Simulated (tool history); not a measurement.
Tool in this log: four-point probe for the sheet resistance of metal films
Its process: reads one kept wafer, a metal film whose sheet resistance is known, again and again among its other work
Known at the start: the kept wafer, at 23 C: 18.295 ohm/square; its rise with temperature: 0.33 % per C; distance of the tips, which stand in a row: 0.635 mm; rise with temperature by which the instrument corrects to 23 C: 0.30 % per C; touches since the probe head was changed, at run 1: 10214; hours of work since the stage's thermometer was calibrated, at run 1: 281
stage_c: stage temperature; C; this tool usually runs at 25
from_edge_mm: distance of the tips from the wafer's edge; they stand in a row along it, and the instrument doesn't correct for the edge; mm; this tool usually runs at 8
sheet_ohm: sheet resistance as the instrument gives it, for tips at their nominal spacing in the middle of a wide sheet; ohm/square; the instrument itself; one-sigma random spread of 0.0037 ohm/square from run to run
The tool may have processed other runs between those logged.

| run | hour | stage_c | from_edge_mm | touches since the probe head was changed | hours of work since the stage's thermometer was calibrated | sheet_ohm |
|---|---|---|---|---|---|---|
| 1 | 0.0 | 25 | 8 | 10214 | 281 | 18.366726 |
| 2 | 13.3 | 25 | 8 | 10462 | 287 | 18.362627 |
| 3 | 23.8 | 25 | 26 | 10660 | 292 | 18.308726 |
| 4 | 34.8 | 25 | 8 | 10864 | 297 | 18.363086 |
| 5 | 47.9 | 25 | 8 | 11111 | 303 | 18.360379 |
| 6 | 67.4 | 28 | 8 | 11474 | 311 | 18.379890 |
| 7 | 80.0 | 28 | 8 | 11711 | 317 | 18.377819 |
| 8 | 98.0 | 25 | 28 | 12048 | 325 | 18.306991 |
| 9 | 112.6 | 25 | 28 | 12321 | 331 | 18.309381 |
| 10 | 120.5 | 25 | 5 | 12469 | 335 | 18.466987 |
| 11 | 140.1 | 22 | 5 | 12835 | 344 | 18.447189 |
| 12 | 150.0 | 24 | 8 | 13020 | 348 | 18.361607 |
| 13 | 168.3 | 25 | 13 | 13363 | 356 | 18.330489 |
| 14 | 177.5 | 25 | 10 | 13534 | 360 | 18.339520 |
| 15 | 187.3 | 25 | 10 | 13717 | 365 | 18.344118 |
| 16 | 199.9 | 25 | 10 | 13954 | 371 | 18.339318 |
| 17 | 213.4 | 25 | 10 | 14206 | 377 | 18.344662 |
| 18 | 231.3 | 20 | 20 | 14541 | 385 | 18.294195 |
| 19 | 241.9 | 24 | 7 | 14739 | 389 | 18.373636 |
| 20 | 260.9 | 30 | 6 | 15095 | 398 | 18.436710 |
| 21 | 269.3 | 24 | 8 | 15252 | 402 | 18.358477 |
| 22 | 286.8 | 33 | 8 | 15579 | 409 | 18.394614 |
| 23 | 295.4 | 33 | 8 | 15740 | 413 | 18.396688 |
| 24 | 304.7 | 33 | 8 | 15913 | 417 | 18.397873 |
| 25 | 323.7 | 25 | 26 | 16270 | 426 | 18.309233 |
| 26 | 340.9 | 25 | 15 | 16590 | 434 | 18.319050 |
| 27 | 357.0 | 25 | 15 | 16891 | 441 | 18.317967 |
| 28 | 366.5 | 25 | 9 | 17069 | 445 | 18.345509 |
| 29 | 383.0 | 25 | 14 | 17378 | 452 | 18.326943 |
| 30 | 393.5 | 25 | 14 | 17574 | 457 | 18.327604 |

Below are 3 alternative next runs, each starting from the tool's condition after run 30. Predict each:
| A | 404.8 | 25 | 9 | 17785 | 462 | ? |
| B | 404.8 | 29 | 41 | 17785 | 462 | ? |
| C | 404.8 | 31 | 8 | 17785 | 462 | ? |

| run | sheet_ohm |
|---|---|
| A | 18.360254 |
| B | 18.317911 |
| C | 18.391128 |
With no hidden state in the tool, these same runs would have given:
| run | sheet_ohm |
|---|---|
| A | 18.360540 |
| B | 18.318197 |
| C | 18.391416 |
